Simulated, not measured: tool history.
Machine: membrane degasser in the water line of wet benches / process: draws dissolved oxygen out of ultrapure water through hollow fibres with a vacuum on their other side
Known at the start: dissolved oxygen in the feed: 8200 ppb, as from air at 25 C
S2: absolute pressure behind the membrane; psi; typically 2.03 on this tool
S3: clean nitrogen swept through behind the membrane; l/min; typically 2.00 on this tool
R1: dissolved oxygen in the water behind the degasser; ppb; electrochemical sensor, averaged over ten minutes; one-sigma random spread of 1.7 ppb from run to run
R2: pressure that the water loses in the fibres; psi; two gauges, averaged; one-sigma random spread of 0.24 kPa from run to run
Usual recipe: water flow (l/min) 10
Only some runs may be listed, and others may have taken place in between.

Run 1, hour 0.0: usual settings. Result: R1 223.4 ppb, R2 9.443 psi.
Run 2, hour 194.0: usual settings. Result: R1 225.2 ppb, R2 9.359 psi.
At hour 224.2: seals of the vacuum lines changed.
Run 3, hour 462.6: usual settings. Result: R1 214.2 ppb, R2 9.426 psi.
Run 4, hour 718.2: usual settings. Result: R1 219.6 ppb, R2 9.512 psi.
Run 5, hour 952.5: usual settings. Result: R1 214.9 ppb, R2 9.478 psi.
Run 6, hour 1100.5: usual settings. Result: R1 218.3 ppb, R2 9.496 psi.
Run 7, hour 1394.6: usual settings. Result: R1 221.4 ppb, R2 9.474 psi.
At hour 1411.5: vacuum gauge calibrated.
Run 8, hour 1526.7: usual settings. Result: R1 220.9 ppb, R2 9.461 psi.
Run 9, hour 1780.5: usual settings but S2 3.87 psi. Result: R1 373.5 ppb, R2 9.514 psi.
Run 10, hour 2067.7: usual settings. Result: R1 224.8 ppb, R2 9.607 psi.
Run 11, hour 2265.5: usual settings. Result: R1 226.6 ppb, R2 9.599 psi.
Run 12, hour 2499.8: usual settings. Result: R1 226.6 ppb, R2 9.631 psi.
Run 13, hour 2697.8: usual settings. Result: R1 230.7 ppb, R2 9.557 psi.
Run 14, hour 2977.2: usual settings. Result: R1 229.1 ppb, R2 9.644 psi.
Run 15, hour 3152.1: usual settings. Result: R1 230.6 ppb, R2 9.660 psi.
Run 16, hour 3392.6: usual settings. Result: R1 230.5 ppb, R2 9.684 psi.
Run 17, hour 3537.7: usual settings. Result: R1 234.8 ppb, R2 9.675 psi.
Run 18, hour 3719.2: usual settings but S2 3.28 psi. Result: R1 338.5 ppb, R2 9.706 psi.
Run 19, hour 3899.8: usual settings but S2 3.28 psi. Result: R1 334.8 ppb, R2 9.720 psi.
Run 20, hour 4081.8: usual settings but water flow (l/min) 6, S2 3.39 psi. Result: R1 174.1 ppb, R2 5.887 psi.
At hour 4263.4: seals of the vacuum lines changed.
Run 21, hour 4343.6: usual settings but water flow (l/min) 9. Result: R1 182.0 ppb, R2 8.810 psi.
Run 22, hour 4576.2: usual settings but water flow (l/min) 6, S2 1.46 psi, S3 2.76 l/min. Result: R1 47.5 ppb, R2 5.871 psi.
Run 23, hour 4804.8: usual settings but water flow (l/min) 8, S3 1.21 l/min. Result: R1 212.5 ppb, R2 7.942 psi.
Run 24, hour 5104.0: usual settings but S2 2.67 psi, S3 1.13 l/min. Result: R1 413.5 ppb, R2 9.844 psi.
Run 25, hour 5342.2: usual settings but water flow (l/min) 12, S2 2.67 psi, S3 3.89 l/min. Result: R1 310.0 ppb, R2 11.864 psi.
Run 26, hour 5484.0: usual settings but water flow (l/min) 9, S2 2.34 psi, S3 1.42 l/min. Result: R1 266.4 ppb, R2 8.898 psi.
Run 27, hour 5749.8: usual settings but water flow (l/min) 9, S2 2.34 psi, S3 1.42 l/min. Result: R1 269.1 ppb, R2 8.952 psi.
At hour 5830.3: vacuum gauge calibrated.
Run 28, hour 5889.8: usual settings but water flow (l/min) 13, S2 1.51 psi, S3 1.42 l/min. Result: R1 405.2 ppb, R2 12.926 psi.
Run 29, hour 6023.6: usual settings but water flow (l/min) 11, S2 3.13 psi, S3 3.02 l/min. Result: R1 311.3 ppb, R2 10.963 psi.
Run 30, hour 6205.8: usual settings but water flow (l/min) 15, S2 3.13 psi, S3 2.47 l/min. Result: R1 632.0 ppb, R2 14.930 psi.
Run 31, hour 6349.0: usual settings but S2 4.66 psi, S3 3.84 l/min. Result: R1 293.1 ppb, R2 10.012 psi.
Run 32, hour 6498.1: usual settings but water flow (l/min) 11, S2 3.92 psi, S3 2.02 l/min. Result: R1 453.2 ppb, R2 10.974 psi.
Run 33, hour 6744.2: usual settings but water flow (l/min) 8, S2 1.71 psi, S3 2.02 l/min. Result: R1 132.4 ppb, R2 8.018 psi.

The same runs without the tool's hidden state, with the same run-to-run variation:
Hidden conditions of the tool in this case: membrane still open, %; true pressure behind the membrane over the reading, kPa; air that leaks in behind the membrane, l/min; drift of the gauge itself on oxygen_ppb, %; drift of the gauge itself on loss_of_pressure_kpa, %.
run     R1      R2
  1  204.6   9.216
  2  205.1   9.114
  3  201.8   9.158
  4  205.4   9.220
  5  199.8   9.168
  6  202.1   9.172
  7  203.5   9.129
  8  203.7   9.107
  9  351.4   9.136
 10  204.2   9.201
 11  204.7   9.178
 12  203.4   9.191
 13  206.0   9.100
 14  203.0   9.159
 15  203.4   9.161
 16  202.1   9.163
 17  205.0   9.142
 18  303.0   9.153
 19  298.4   9.153
 20  154.5   5.535
 21  162.3   8.261
 22   42.7   5.494
 23  195.2   7.414
 24  378.6   9.158
 25  258.5  11.014
 26  238.2   8.247
 27  238.9   8.274
 28  340.0  11.932
 29  265.0  10.109
 30  541.6  13.739
 31  253.0   9.203
 32  400.1  10.067
 33  110.8   7.339

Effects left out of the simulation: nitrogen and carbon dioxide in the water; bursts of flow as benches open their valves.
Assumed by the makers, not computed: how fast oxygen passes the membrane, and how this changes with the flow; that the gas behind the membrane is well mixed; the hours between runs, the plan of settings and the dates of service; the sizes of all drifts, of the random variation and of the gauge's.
